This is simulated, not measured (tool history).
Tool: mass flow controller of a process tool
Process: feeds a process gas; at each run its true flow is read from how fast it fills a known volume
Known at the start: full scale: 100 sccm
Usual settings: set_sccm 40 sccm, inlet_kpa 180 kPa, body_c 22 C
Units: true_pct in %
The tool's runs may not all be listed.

| run | day | set_sccm | inlet_kpa | body_c | true_pct |
|---|---|---|---|---|---|
| 1 | 0 | 40 | 180 | 22 | 98.52 |
| 2 | 2.554 | 40 | 180 | 22 | 98.62 |
| 3 | 4.971 | 40 | 163 | 22 | 98.58 |
| 4 | 8.096 | 40 | 163 | 22 | 98.5 |
| 5 | 9.596 | 40 | 163 | 22 | 98.57 |
| 6 | 12.104 | 40 | 163 | 22 | 98.5 |
| 7 | 14.596 | 40 | 163 | 22 | 98.61 |
| 8 | 17.038 | 40 | 180 | 22 | 98.75 |
| 9 | 18.946 | 40 | 180 | 26 | 99.25 |
| 10 | 21.55 | 40 | 180 | 22 | 98.8 |
| 11 | 24.562 | 40 | 180 | 22 | 98.77 |
| 12 | 26.796 | 29 | 180 | 22 | 98.61 |
| 13 | 28.142 | 29 | 180 | 22 | 98.75 |
| 14 | 30.504 | 29 | 144 | 22 | 98.62 |
| 15 | 32.904 | 29 | 144 | 22 | 98.57 |
| 16 | 35.196 | 96 | 180 | 22 | 99.9 |
| 17 | 36.983 | 96 | 180 | 22 | 100 |
| 18 | 38.6 | 96 | 180 | 22 | 99.91 |
| 19 | 41.379 | 96 | 180 | 20 | 99.89 |
| 20 | 42.762 | 40 | 180 | 22 | 98.94 |
| 21 | 45.604 | 40 | 180 | 22 | 99.02 |
| 22 | 47.5 | 40 | 180 | 22 | 99.04 |
| 23 | 50.238 | 13 | 180 | 22 | 98.63 |
| 24 | 52.129 | 13 | 180 | 22 | 98.6 |
| 25 | 54.929 | 11 | 157 | 21 | 98.5 |
| 26 | 56.908 | 18 | 165 | 24 | 98.88 |
| 27 | 59.833 | 18 | 165 | 24 | 98.84 |
| 28 | 61.275 | 18 | 165 | 24 | 98.98 |
| 29 | 63.342 | 70 | 232 | 33 | 101.18 |
| 30 | 64.892 | 70 | 232 | 33 | 101.16 |
| 31 | 67.929 | 14 | 232 | 35 | 100.4 |
| 32 | 70.383 | 16 | 180 | 22 | 98.9 |
| 33 | 72.567 | 40 | 161 | 29 | 100.04 |
| 34 | 75.596 | 40 | 161 | 29 | 100.21 |
| 35 | 78.05 | 40 | 161 | 29 | 100.06 |
| 36 | 79.958 | 11 | 180 | 31 | 99.9 |
| 37 | 82.154 | 11 | 180 | 31 | 99.9 |
|  | 83.783 | gauge calibrated |
| 38 | 84 | 11 | 180 | 31 | 98.92 |
| 39 | 86.525 | 11 | 180 | 31 | 98.91 |
| 40 | 89.412 | 11 | 180 | 31 | 98.98 |
| 41 | 91.904 | 61 | 180 | 37 | 100.69 |
| 42 | 94.142 | 61 | 180 | 37 | 100.75 |
| 43 | 95.6 | 44 | 180 | 24 | 98.85 |
| 44 | 97.392 | 44 | 157 | 28 | 99.23 |
| 45 | 99.092 | 40 | 180 | 35 | 100.01 |
| 46 | 100.683 | 40 | 168 | 32 | 99.8 |
| 47 | 103.004 | 10 | 174 | 40 | 100.1 |

Hidden state or all else? Some run-to-run changes of true_pct, split into what the settings, what came in and random variation would give without the hidden state, and what is left for the hidden state (with any gauge scatter that isn't in both results):
The hidden state here: flow at rest that the sensor doesn't see, % of full scale; true flow over the shown one, %; drift of the gauge itself on true_pct, %.
Run 3 -> 4: no setting changed, nothing entered. true_pct -0.08 %: hidden state +0.04, all else -0.12.
Run 28 -> 29: set_sccm 18 -> 70, inlet_kpa 165 -> 232, body_c 24 -> 33. true_pct +2.2 %: hidden state +0.05, all else +2.15.
Run 37 -> 38: gauge calibrated. true_pct -0.98 %: hidden state -0.93, all else -0.05.
Run 40 -> 41: set_sccm 11 -> 61, body_c 31 -> 37. true_pct +1.71 %: hidden state +0.04, all else +1.67.
Run 42 -> 43: set_sccm 61 -> 44, body_c 37 -> 24. true_pct -1.9 %: hidden state +0, all else -1.9.
